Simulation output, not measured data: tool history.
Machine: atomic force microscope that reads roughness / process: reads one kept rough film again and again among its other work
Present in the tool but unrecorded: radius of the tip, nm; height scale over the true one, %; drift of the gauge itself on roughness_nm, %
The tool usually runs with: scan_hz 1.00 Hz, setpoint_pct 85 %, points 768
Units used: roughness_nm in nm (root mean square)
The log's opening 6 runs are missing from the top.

run   hour  scan_hz  setpoint_pct  points  pictures with this tip  hours of work since the height scale was calibrated  roughness_nm
  7   78.9     2.19            85     768                     344                                                  261         1.252
  8   98.9     0.72            85     768                     365                                                  271         1.336
     105.2  -- new tip fitted
  9  119.4     1.00            85     768                      15                                                  281         1.310
 10  132.6     0.96            85     768                      29                                                  287         1.318
 11  141.4     0.96            85     768                      38                                                  291         1.294
 12  154.3     1.00            85     955                      52                                                  297         1.306
 13  168.4     1.00            85     768                      67                                                  304         1.305
 14  190.1     1.00            85     768                      90                                                  315         1.312
 15  204.5     1.00            85     837                     105                                                  322         1.306
 16  222.4     1.00            85     837                     124                                                  331         1.318
 17  234.7     1.00            85     581                     137                                                  337         1.318
 18  252.7     1.00            85     768                     156                                                  345         1.307
 19  264.6     1.00            66     768                     169                                                  351         1.347
 20  285.3     3.67            58     481                     191                                                  361         1.319
 21  294.7     1.00            85     422                     201                                                  366         1.307
 22  304.4     1.00            55     260                     212                                                  370         1.332
 23  316.4     1.60            85     326                     224                                                  376         1.271
 24  329.0     1.64            78     625                     238                                                  382         1.296

Expected results for the next run?
 25  340.1     0.51            85     768                     250                                                  388             ?

roughness_nm: 1.335 nm (root mean square)
With no hidden state in the tool, this same run would have given roughness_nm 1.336 nm (root mean square).
